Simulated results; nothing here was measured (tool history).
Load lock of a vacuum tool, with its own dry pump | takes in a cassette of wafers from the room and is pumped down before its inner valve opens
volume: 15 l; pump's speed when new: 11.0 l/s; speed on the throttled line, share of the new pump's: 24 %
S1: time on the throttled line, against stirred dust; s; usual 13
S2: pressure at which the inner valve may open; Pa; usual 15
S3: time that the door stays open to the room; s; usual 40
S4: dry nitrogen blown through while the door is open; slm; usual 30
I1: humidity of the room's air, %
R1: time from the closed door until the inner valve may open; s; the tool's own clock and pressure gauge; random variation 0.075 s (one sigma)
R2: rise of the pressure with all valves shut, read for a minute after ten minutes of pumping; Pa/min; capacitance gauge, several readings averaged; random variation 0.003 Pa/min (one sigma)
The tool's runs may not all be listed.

run 1 day=0.000 | S1=13 S2=15 S3=40 S4=30 | I1=45.3 | R1=22.67 R2=0.036
run 2 day=18.133 | S1=13 S2=15 S3=40 S4=30 | I1=41.9 | R1=22.61 R2=0.036
run 3 day=37.054 | S1=13 S2=15 S3=85 S4=30 | I1=42.3 | R1=22.78 R2=0.058
run 4 day=63.217 | S1=13 S2=15 S3=85 S4=30 | I1=47.7 | R1=22.84 R2=0.059
run 5 day=84.742 | S1=13 S2=15 S3=85 S4=30 | I1=46.3 | R1=22.88 R2=0.058
run 6 day=100.554 | S1=13 S2=15 S3=85 S4=30 | I1=43.7 | R1=22.75 R2=0.058
run 7 day=117.529 | S1=13 S2=26 S3=40 S4=30 | I1=43.0 | R1=21.92 R2=0.036
run 8 day=142.629 | S1=13 S2=15 S3=195 S4=11 | I1=45.9 | R1=22.89 R2=0.146
run 9 day=164.483 | S1=20 S2=19 S3=25 S4=16 | I1=41.4 | R1=27.72 R2=0.046
run 10 day=185.996 | S1=20 S2=19 S3=25 S4=16 | I1=48.5 | R1=27.68 R2=0.048
-- day=199.362 dry pump taken out, an overhauled one fitted
run 11 day=213.225 | S1=15 S2=19 S3=25 S4=16 | I1=42.6 | R1=22.83 R2=0.049
run 12 day=241.654 | S1=15 S2=19 S3=25 S4=16 | I1=41.2 | R1=23.02 R2=0.045
run 13 day=254.479 | S1=14 S2=20 S3=26 S4=7 | I1=47.1 | R1=22.19 R2=0.061

Forecast each of these 4 alternatives for the next run:
run A day=269.692 | S1=10 S2=15 S3=40 S4=30 | I1=43.5 | R1=? R2=?
run B day=269.692 | S1=25 S2=15 S3=40 S4=10 | I1=43.9 | R1=? R2=?
run C day=269.692 | S1=17 S2=13 S3=26 S4=23 | I1=46.0 | R1=? R2=?
run D day=269.692 | S1=23 S2=12 S3=48 S4=30 | I1=45.3 | R1=? R2=?

run=A R1=19.61 R2=0.041
run=B R1=31.10 R2=0.059
run=C R1=25.02 R2=0.043
run=D R1=29.85 R2=0.052
Without the tool's hidden state the same runs would have given:
run=A R1=19.65 R2=0.029
run=B R1=31.12 R2=0.047
run=C R1=25.05 R2=0.031
run=D R1=29.87 R2=0.040
